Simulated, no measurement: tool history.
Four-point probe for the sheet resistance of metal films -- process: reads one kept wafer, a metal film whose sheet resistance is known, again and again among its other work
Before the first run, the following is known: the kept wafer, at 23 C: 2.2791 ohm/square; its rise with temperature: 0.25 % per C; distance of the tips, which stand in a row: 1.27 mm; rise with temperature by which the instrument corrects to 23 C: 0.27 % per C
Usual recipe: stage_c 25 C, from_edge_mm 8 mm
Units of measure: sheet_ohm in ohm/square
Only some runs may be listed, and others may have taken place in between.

| run | hour | stage_c | from_edge_mm | sheet_ohm |
|---|---|---|---|---|
| 1 | 0.0 | 25 | 8 | 2.304825 |
| 2 | 28.8 | 25 | 8 | 2.304608 |
| 3 | 64.5 | 25 | 8 | 2.304773 |
| 4 | 85.2 | 25 | 3 | 2.472539 |
| 5 | 111.0 | 19 | 8 | 2.307309 |
| 6 | 135.4 | 25 | 42 | 2.274960 |
| 7 | 157.4 | 31 | 8 | 2.302030 |
| 8 | 185.1 | 25 | 54 | 2.274755 |
| 9 | 212.3 | 30 | 8 | 2.302762 |
| 10 | 237.7 | 25 | 51 | 2.275333 |
| 11 | 270.1 | 25 | 8 | 2.305240 |
| 12 | 305.1 | 25 | 8 | 2.305129 |
| 13 | 331.4 | 25 | 8 | 2.304490 |
| 14 | 362.4 | 25 | 8 | 2.305154 |
| 15 | 381.5 | 28 | 8 | 2.304222 |
| 16 | 415.9 | 20 | 10 | 2.296035 |
| 17 | 447.4 | 20 | 10 | 2.296590 |
| 18 | 475.5 | 20 | 10 | 2.296051 |
| 19 | 494.2 | 20 | 10 | 2.296182 |
| 20 | 520.7 | 33 | 10 | 2.289763 |
| 21 | 537.0 | 19 | 23 | 2.280466 |
| 22 | 554.8 | 20 | 3 | 2.474610 |
| 23 | 570.8 | 20 | 3 | 2.475673 |
| 24 | 602.8 | 25 | 29 | 2.277162 |
| 25 | 630.1 | 23 | 4 | 2.392248 |
| 26 | 665.0 | 20 | 11 | 2.292157 |
| 27 | 696.9 | 27 | 12 | 2.287099 |

Below, some changes in sheet_ohm between adjacent runs. For each, the amount present without the hidden state too (settings, incoming material, random variation) and the amount remaining for the hidden state with gauge scatter not shared by both compared results:
Hidden state at play: inner tips' distance over the nominal, %; tips' flats over new ones', %; wafer's true temperature over the reading, C; drift of the gauge itself on sheet_ohm, %.
Run 4 -> 5: stage_c 25 -> 19, from_edge_mm 3 -> 8. sheet_ohm -0.165230 ohm/square: hidden state +0.000299, all else -0.165529.
Run 21 -> 22: stage_c 19 -> 20, from_edge_mm 23 -> 3. sheet_ohm +0.194144 ohm/square: hidden state -0.000296, all else +0.194440.
Run 23 -> 24: stage_c 20 -> 25, from_edge_mm 3 -> 29. sheet_ohm -0.198511 ohm/square: hidden state +0.000360, all else -0.198871.
